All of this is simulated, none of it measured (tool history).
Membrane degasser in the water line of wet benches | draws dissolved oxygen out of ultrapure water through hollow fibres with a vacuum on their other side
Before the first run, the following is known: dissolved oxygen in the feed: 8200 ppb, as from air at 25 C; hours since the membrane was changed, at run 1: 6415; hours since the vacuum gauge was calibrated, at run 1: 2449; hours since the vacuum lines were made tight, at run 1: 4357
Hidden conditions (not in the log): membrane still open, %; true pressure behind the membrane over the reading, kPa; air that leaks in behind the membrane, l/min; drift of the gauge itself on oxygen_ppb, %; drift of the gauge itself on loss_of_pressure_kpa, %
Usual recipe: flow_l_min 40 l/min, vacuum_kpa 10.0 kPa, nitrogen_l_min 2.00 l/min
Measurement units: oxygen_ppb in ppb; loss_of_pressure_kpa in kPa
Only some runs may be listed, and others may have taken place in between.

run	hour	flow_l_min	vacuum_kpa	nitrogen_l_min	hours since the membrane was changed	hours since the vacuum gauge was calibrated	hours since the vacuum lines were made tight	oxygen_ppb	loss_of_pressure_kpa
1	0.0	40	10.0	2.00	6415	2449	4357	305.3	68.45
2	263.4	27	10.0	2.00	6679	2713	4620	214.6	46.07
3	424.1	40	10.0	0.90	6839	2873	4781	575.1	68.41
4	670.9	40	10.0	0.90	7086	3120	5027	578.1	68.23
5	803.1	40	10.0	2.00	7218	3252	5160	308.7	68.64
6	984.0	40	15.2	2.00	7399	3433	5341	520.5	68.64
7	1179.8	40	15.2	2.00	7595	3629	5536	517.7	68.40
8	1345.2	40	15.2	2.00	7760	3794	5702	521.7	68.67
# hour 1452.7: vacuum gauge calibrated
9	1630.3	40	10.0	1.91	8045	178	5986	322.1	69.10
10	1776.6	40	10.0	1.91	8191	324	6133	321.9	68.98
11	2042.3	40	10.0	1.91	8457	590	6398	323.6	69.06
12	2204.8	40	10.0	2.00	8619	752	6561	311.3	68.82
13	2380.6	40	10.0	2.00	8795	928	6737	312.1	69.28
14	2575.8	51	6.0	1.65	8991	1123	6932	221.3	88.32
15	2725.5	28	7.4	3.86	9140	1273	7082	78.6	48.25
# hour 2788.0: vacuum gauge calibrated, once more
16	2980.6	63	10.0	1.32	9395	193	7336	661.5	109.12
17	3118.8	31	9.5	2.00	9533	331	7474	223.9	54.24
18	3424.3	30	8.8	2.00	9839	636	7780	194.8	52.47
19	3681.1	56	13.0	2.22	10095	893	8037	552.7	98.01
20	3869.0	56	13.0	2.22	10283	1081	8225	557.3	98.23
21	3995.0	61	9.9	3.44	10409	1207	8351	329.1	106.60
22	4276.8	61	7.3	3.44	10691	1489	8632	234.0	107.46
23	4438.0	61	7.3	3.44	10852	1650	8794	233.3	106.45
24	4657.2	61	7.3	3.44	11071	1869	9013	234.3	108.04
25	4808.4	46	10.0	2.00	11223	2020	9164	356.8	80.75
26	5020.6	51	22.9	3.56	11435	2233	9376	643.2	90.01

3 options for the next run, each taken on its own from the tool as it stands now. Forecast them:
A	5308.2	40	12.3	0.92	11722	2520	9664	?	?
B	5308.2	32	10.8	1.94	11722	2520	9664	?	?
C	5308.2	51	22.0	3.60	11722	2520	9664	?	?

run	oxygen_ppb	loss_of_pressure_kpa
A	742.5	70.29
B	289.0	56.43
C	613.7	90.22
Had the tool no hidden state, the same runs would have come out as:
run	oxygen_ppb	loss_of_pressure_kpa
A	728.2	65.02
B	278.8	52.20
C	593.3	83.48

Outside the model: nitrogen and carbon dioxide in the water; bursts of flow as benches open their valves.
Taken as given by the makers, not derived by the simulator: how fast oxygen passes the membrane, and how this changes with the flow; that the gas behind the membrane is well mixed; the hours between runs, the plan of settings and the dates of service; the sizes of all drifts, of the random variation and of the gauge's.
